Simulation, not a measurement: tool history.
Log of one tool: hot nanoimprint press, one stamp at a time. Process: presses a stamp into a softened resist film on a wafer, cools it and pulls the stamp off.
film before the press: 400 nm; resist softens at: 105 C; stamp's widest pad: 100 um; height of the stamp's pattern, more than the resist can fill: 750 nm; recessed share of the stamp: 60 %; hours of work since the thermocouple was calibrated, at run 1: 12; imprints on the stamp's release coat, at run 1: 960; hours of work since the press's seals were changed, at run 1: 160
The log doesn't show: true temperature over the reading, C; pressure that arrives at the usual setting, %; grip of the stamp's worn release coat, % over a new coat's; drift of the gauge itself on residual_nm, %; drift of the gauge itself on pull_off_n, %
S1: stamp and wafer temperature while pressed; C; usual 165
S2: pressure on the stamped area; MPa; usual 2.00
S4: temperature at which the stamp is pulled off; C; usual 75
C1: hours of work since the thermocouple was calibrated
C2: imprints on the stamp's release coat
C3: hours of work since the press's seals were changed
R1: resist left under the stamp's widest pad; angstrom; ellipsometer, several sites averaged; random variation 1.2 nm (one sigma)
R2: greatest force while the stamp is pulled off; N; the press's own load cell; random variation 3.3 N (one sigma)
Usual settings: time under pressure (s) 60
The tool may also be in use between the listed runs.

{"run": 1, "hour": 0.0, "S1": 165, "S2": 2.0, "time under pressure (s)": 60, "S4": 75, "C1": 12, "C2": 960, "C3": 160, "R1": 1860, "R2": 213}
{"run": 2, "hour": 4.3, "S1": 165, "S2": 2.0, "time under pressure (s)": 60, "S4": 75, "C1": 15, "C2": 975, "C3": 163, "R1": 1849, "R2": 210}
{"run": 3, "hour": 11.1, "S1": 165, "S2": 2.0, "time under pressure (s)": 60, "S4": 75, "C1": 19, "C2": 1000, "C3": 168, "R1": 1875, "R2": 212}
{"run": 4, "hour": 16.6, "S1": 165, "S2": 2.0, "time under pressure (s)": 60, "S4": 75, "C1": 23, "C2": 1020, "C3": 171, "R1": 1860, "R2": 206}
{"run": 5, "hour": 24.5, "S1": 165, "S2": 2.0, "time under pressure (s)": 60, "S4": 75, "C1": 28, "C2": 1048, "C3": 177, "R1": 1881, "R2": 202}
{"run": 6, "hour": 31.5, "S1": 165, "S2": 2.0, "time under pressure (s)": 60, "S4": 75, "C1": 33, "C2": 1073, "C3": 181, "R1": 1862, "R2": 211}
{"run": 7, "hour": 35.5, "S1": 165, "S2": 2.0, "time under pressure (s)": 60, "S4": 75, "C1": 36, "C2": 1088, "C3": 184, "R1": 1884, "R2": 212}
{"run": 8, "hour": 42.7, "S1": 165, "S2": 2.0, "time under pressure (s)": 60, "S4": 75, "C1": 41, "C2": 1113, "C3": 189, "R1": 1887, "R2": 219}
{"run": 9, "hour": 49.2, "S1": 165, "S2": 2.0, "time under pressure (s)": 60, "S4": 75, "C1": 45, "C2": 1137, "C3": 193, "R1": 1870, "R2": 225}
{"run": 10, "hour": 56.4, "S1": 158, "S2": 2.0, "time under pressure (s)": 60, "S4": 78, "C1": 50, "C2": 1163, "C3": 198, "R1": 2506, "R2": 211}
{"run": 11, "hour": 65.9, "S1": 176, "S2": 1.58, "time under pressure (s)": 113, "S4": 75, "C1": 56, "C2": 1197, "C3": 205, "R1": 1066, "R2": 219}
{"run": 12, "hour": 74.5, "S1": 165, "S2": 1.9, "time under pressure (s)": 37, "S4": 75, "C1": 62, "C2": 1228, "C3": 210, "R1": 2242, "R2": 223}
{"hour": 85.5, "done": "stamp cleaned and given a new release coat"}
{"run": 13, "hour": 89.0, "S1": 165, "S2": 1.9, "time under pressure (s)": 37, "S4": 75, "C1": 68, "C2": 13, "C3": 216, "R1": 2244, "R2": 155}
{"run": 14, "hour": 94.9, "S1": 165, "S2": 2.0, "time under pressure (s)": 60, "S4": 71, "C1": 72, "C2": 34, "C3": 220, "R1": 1885, "R2": 169}
{"run": 15, "hour": 104.1, "S1": 158, "S2": 3.18, "time under pressure (s)": 33, "S4": 72, "C1": 78, "C2": 67, "C3": 226, "R1": 2464, "R2": 171}

Forecast each of these 3 alternatives for the next run:
{"run": "A", "hour": 108.0, "S1": 156, "S2": 1.67, "time under pressure (s)": 75, "S4": 75, "C1": 81, "C2": 81, "C3": 229, "R1": "?", "R2": "?"}
{"run": "B", "hour": 108.0, "S1": 176, "S2": 1.81, "time under pressure (s)": 57, "S4": 72, "C1": 81, "C2": 81, "C3": 229, "R1": "?", "R2": "?"}
{"run": "C", "hour": 108.0, "S1": 157, "S2": 3.18, "time under pressure (s)": 33, "S4": 72, "C1": 81, "C2": 81, "C3": 229, "R1": "?", "R2": "?"}

run=A R1=2751 R2=163
run=B R1=1281 R2=165
run=C R1=2568 R2=166
Without the tool's hidden state the same runs would have given:
run=A R1=2702 R2=158
run=B R1=1251 R2=160
run=C R1=2498 R2=161
